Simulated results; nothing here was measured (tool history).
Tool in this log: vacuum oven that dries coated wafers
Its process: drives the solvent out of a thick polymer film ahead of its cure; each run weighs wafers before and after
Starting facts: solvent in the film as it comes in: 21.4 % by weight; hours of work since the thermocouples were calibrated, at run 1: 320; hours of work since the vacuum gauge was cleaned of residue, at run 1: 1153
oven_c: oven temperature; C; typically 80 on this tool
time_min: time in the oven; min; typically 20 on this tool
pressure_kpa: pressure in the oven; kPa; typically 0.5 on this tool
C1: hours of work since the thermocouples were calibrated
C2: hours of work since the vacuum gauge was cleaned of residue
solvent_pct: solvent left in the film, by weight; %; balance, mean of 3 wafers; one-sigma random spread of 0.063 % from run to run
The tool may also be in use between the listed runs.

run 1 hour=0 | oven_c=80 time_min=20 pressure_kpa=0.5 | C1=320 C2=1153 | solvent_pct=4.71
run 2 hour=45.3 | oven_c=80 time_min=20 pressure_kpa=0.5 | C1=356 C2=1190 | solvent_pct=4.62
run 3 hour=89.8 | oven_c=80 time_min=20 pressure_kpa=0.5 | C1=391 C2=1225 | solvent_pct=4.74
run 4 hour=118.1 | oven_c=80 time_min=20 pressure_kpa=0.5 | C1=414 C2=1248 | solvent_pct=4.72
run 5 hour=169.8 | oven_c=80 time_min=20 pressure_kpa=0.5 | C1=455 C2=1289 | solvent_pct=4.65
run 6 hour=200.1 | oven_c=80 time_min=20 pressure_kpa=0.5 | C1=479 C2=1313 | solvent_pct=4.82
-- hour=211.4 vacuum gauge cleaned of residue and calibrated
run 7 hour=255.8 | oven_c=80 time_min=20 pressure_kpa=0.5 | C1=522 C2=35 | solvent_pct=4.46
run 8 hour=307.6 | oven_c=80 time_min=21 pressure_kpa=0.5 | C1=564 C2=77 | solvent_pct=4.16
run 9 hour=346.8 | oven_c=80 time_min=21 pressure_kpa=0.5 | C1=595 C2=108 | solvent_pct=4.15
run 10 hour=374.6 | oven_c=80 time_min=11 pressure_kpa=0.5 | C1=617 C2=130 | solvent_pct=8.01
run 11 hour=408.4 | oven_c=80 time_min=20 pressure_kpa=0.5 | C1=644 C2=157 | solvent_pct=4.43
run 12 hour=458.4 | oven_c=80 time_min=20 pressure_kpa=0.5 | C1=684 C2=197 | solvent_pct=4.63
run 13 hour=502.1 | oven_c=80 time_min=20 pressure_kpa=0.5 | C1=719 C2=232 | solvent_pct=4.64
run 14 hour=555.3 | oven_c=80 time_min=20 pressure_kpa=0.5 | C1=761 C2=274 | solvent_pct=4.68
run 15 hour=605.5 | oven_c=80 time_min=20 pressure_kpa=1.088 | C1=801 C2=314 | solvent_pct=5.42
run 16 hour=643.5 | oven_c=80 time_min=14 pressure_kpa=0.5 | C1=831 C2=344 | solvent_pct=6.93
run 17 hour=678.7 | oven_c=80 time_min=20 pressure_kpa=0.5 | C1=859 C2=372 | solvent_pct=4.75
run 18 hour=713.7 | oven_c=80 time_min=20 pressure_kpa=0.5 | C1=887 C2=400 | solvent_pct=4.73
run 19 hour=740.9 | oven_c=80 time_min=20 pressure_kpa=0.5 | C1=909 C2=422 | solvent_pct=4.72
run 20 hour=785.4 | oven_c=80 time_min=20 pressure_kpa=0.5 | C1=944 C2=458 | solvent_pct=4.74
run 21 hour=835.7 | oven_c=80 time_min=20 pressure_kpa=0.5 | C1=985 C2=498 | solvent_pct=4.91
-- hour=842.5 oven's thermocouples calibrated
run 22 hour=879.5 | oven_c=80 time_min=20 pressure_kpa=0.5 | C1=29 C2=531 | solvent_pct=5.35
run 23 hour=929.7 | oven_c=80 time_min=20 pressure_kpa=0.5 | C1=69 C2=571 | solvent_pct=5.5
run 24 hour=982 | oven_c=80 time_min=20 pressure_kpa=0.5 | C1=111 C2=613 | solvent_pct=5.43
run 25 hour=1032.7 | oven_c=80 time_min=20 pressure_kpa=1.349 | C1=152 C2=653 | solvent_pct=6.58
run 26 hour=1062.8 | oven_c=80 time_min=18 pressure_kpa=0.278 | C1=176 C2=677 | solvent_pct=5.78
run 27 hour=1113.2 | oven_c=80 time_min=28 pressure_kpa=0.854 | C1=216 C2=717 | solvent_pct=4.33
-- hour=1136.8 oven's thermocouples calibrated, once more
run 28 hour=1144.5 | oven_c=80 time_min=13 pressure_kpa=0.854 | C1=6 C2=741 | solvent_pct=7.03
run 29 hour=1185.7 | oven_c=80 time_min=13 pressure_kpa=0.854 | C1=39 C2=773 | solvent_pct=7.13
run 30 hour=1234.2 | oven_c=93 time_min=20 pressure_kpa=0.347 | C1=78 C2=812 | solvent_pct=0.87
run 31 hour=1285.1 | oven_c=67 time_min=22 pressure_kpa=1.318 | C1=118 C2=853 | solvent_pct=10.56
run 32 hour=1315.7 | oven_c=74 time_min=11 pressure_kpa=0.424 | C1=143 C2=877 | solvent_pct=10.19
run 33 hour=1358.9 | oven_c=74 time_min=11 pressure_kpa=0.424 | C1=177 C2=911 | solvent_pct=10.07
run 34 hour=1387.3 | oven_c=91 time_min=18 pressure_kpa=0.854 | C1=200 C2=934 | solvent_pct=1.99

What will run 35 give?
run 35 hour=1419.3 | oven_c=89 time_min=12 pressure_kpa=0.758 | C1=225 C2=960 | solvent_pct=?

solvent_pct: 3.97 %
Had the tool carried no hidden state, the very same run would have given solvent_pct 3.57 %.
